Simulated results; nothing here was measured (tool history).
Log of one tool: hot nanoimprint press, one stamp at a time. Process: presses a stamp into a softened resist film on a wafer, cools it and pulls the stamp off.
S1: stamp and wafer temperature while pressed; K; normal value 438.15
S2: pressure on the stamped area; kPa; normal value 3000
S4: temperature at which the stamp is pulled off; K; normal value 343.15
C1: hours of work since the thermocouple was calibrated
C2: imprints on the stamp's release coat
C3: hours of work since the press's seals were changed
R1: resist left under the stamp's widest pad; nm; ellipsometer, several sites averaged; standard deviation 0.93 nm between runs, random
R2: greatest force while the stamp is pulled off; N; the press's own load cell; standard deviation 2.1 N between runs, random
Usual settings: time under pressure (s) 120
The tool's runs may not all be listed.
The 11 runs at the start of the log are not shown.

{"run": 12, "hour": 70.1, "S1": 443.15, "S2": 3000, "time under pressure (s)": 120, "S4": 343.15, "C1": 197, "C2": 1791, "C3": 225, "R1": 101.7, "R2": 91}
{"run": 13, "hour": 77.8, "S1": 443.15, "S2": 3000, "time under pressure (s)": 120, "S4": 343.15, "C1": 202, "C2": 1826, "C3": 229, "R1": 98.8, "R2": 94}
{"run": 14, "hour": 81.6, "S1": 438.15, "S2": 3210, "time under pressure (s)": 120, "S4": 343.15, "C1": 204, "C2": 1843, "C3": 231, "R1": 128.1, "R2": 95}
{"run": 15, "hour": 89.4, "S1": 438.15, "S2": 3210, "time under pressure (s)": 120, "S4": 343.15, "C1": 208, "C2": 1878, "C3": 236, "R1": 127.2, "R2": 90}
{"run": 16, "hour": 93.4, "S1": 438.15, "S2": 3210, "time under pressure (s)": 120, "S4": 335.15, "C1": 211, "C2": 1897, "C3": 238, "R1": 126.7, "R2": 103}
{"run": 17, "hour": 97.6, "S1": 438.15, "S2": 3000, "time under pressure (s)": 120, "S4": 349.15, "C1": 213, "C2": 1916, "C3": 241, "R1": 133.1, "R2": 87}
{"run": 18, "hour": 105.5, "S1": 438.15, "S2": 3000, "time under pressure (s)": 183, "S4": 342.15, "C1": 218, "C2": 1951, "C3": 245, "R1": 113, "R2": 98}
{"run": 19, "hour": 112.4, "S1": 438.15, "S2": 3000, "time under pressure (s)": 183, "S4": 342.15, "C1": 222, "C2": 1983, "C3": 249, "R1": 108.3, "R2": 95}
{"run": 20, "hour": 120.7, "S1": 438.15, "S2": 3000, "time under pressure (s)": 120, "S4": 336.15, "C1": 226, "C2": 2020, "C3": 254, "R1": 129.3, "R2": 103}
{"run": 21, "hour": 128.7, "S1": 438.15, "S2": 3000, "time under pressure (s)": 120, "S4": 336.15, "C1": 231, "C2": 2057, "C3": 259, "R1": 131.7, "R2": 101}
{"run": 22, "hour": 137.7, "S1": 438.15, "S2": 3000, "time under pressure (s)": 120, "S4": 336.15, "C1": 236, "C2": 2097, "C3": 264, "R1": 129.1, "R2": 99}
{"hour": 149.3, "done": "stamp cleaned and given a new release coat"}
{"run": 23, "hour": 149.4, "S1": 434.15, "S2": 1920, "time under pressure (s)": 120, "S4": 343.15, "C1": 240, "C2": 0, "C3": 267, "R1": 180.1, "R2": 91}
{"run": 24, "hour": 155.0, "S1": 441.15, "S2": 1920, "time under pressure (s)": 145, "S4": 337.15, "C1": 243, "C2": 26, "C3": 270, "R1": 124.2, "R2": 98}
{"run": 25, "hour": 163.9, "S1": 438.15, "S2": 1920, "time under pressure (s)": 226, "S4": 337.15, "C1": 248, "C2": 66, "C3": 275, "R1": 122.6, "R2": 99}
{"run": 26, "hour": 168.0, "S1": 438.15, "S2": 2250, "time under pressure (s)": 154, "S4": 343.15, "C1": 250, "C2": 85, "C3": 278, "R1": 130.9, "R2": 92}
{"run": 27, "hour": 175.3, "S1": 438.15, "S2": 3000, "time under pressure (s)": 158, "S4": 337.15, "C1": 254, "C2": 118, "C3": 282, "R1": 118.8, "R2": 98}
{"run": 28, "hour": 180.5, "S1": 438.15, "S2": 3000, "time under pressure (s)": 158, "S4": 337.15, "C1": 257, "C2": 141, "C3": 285, "R1": 119.1, "R2": 96}
{"run": 29, "hour": 185.2, "S1": 438.15, "S2": 3000, "time under pressure (s)": 73, "S4": 331.15, "C1": 260, "C2": 163, "C3": 288, "R1": 155.1, "R2": 107}
{"run": 30, "hour": 193.4, "S1": 438.15, "S2": 3000, "time under pressure (s)": 120, "S4": 342.15, "C1": 265, "C2": 200, "C3": 292, "R1": 128.9, "R2": 90}

Each row is a separate what-if for the run after 30, all from the same tool condition, not one after another. Results?
{"run": "A", "hour": 199.1, "S1": 438.15, "S2": 3000, "time under pressure (s)": 226, "S4": 343.15, "C1": 268, "C2": 226, "C3": 296, "R1": "?", "R2": "?"}
{"run": "B", "hour": 199.1, "S1": 431.15, "S2": 3000, "time under pressure (s)": 226, "S4": 336.15, "C1": 268, "C2": 226, "C3": 296, "R1": "?", "R2": "?"}
{"run": "C", "hour": 199.1, "S1": 438.15, "S2": 3000, "time under pressure (s)": 163, "S4": 343.15, "C1": 268, "C2": 226, "C3": 296, "R1": "?", "R2": "?"}

run=A R1=103.1 R2=91
run=B R1=151.8 R2=98
run=C R1=116.5 R2=90
What these runs would have given with no unlogged condition in the tool:
run=A R1=103 R2=90
run=B R1=151.7 R2=98
run=C R1=116.4 R2=90
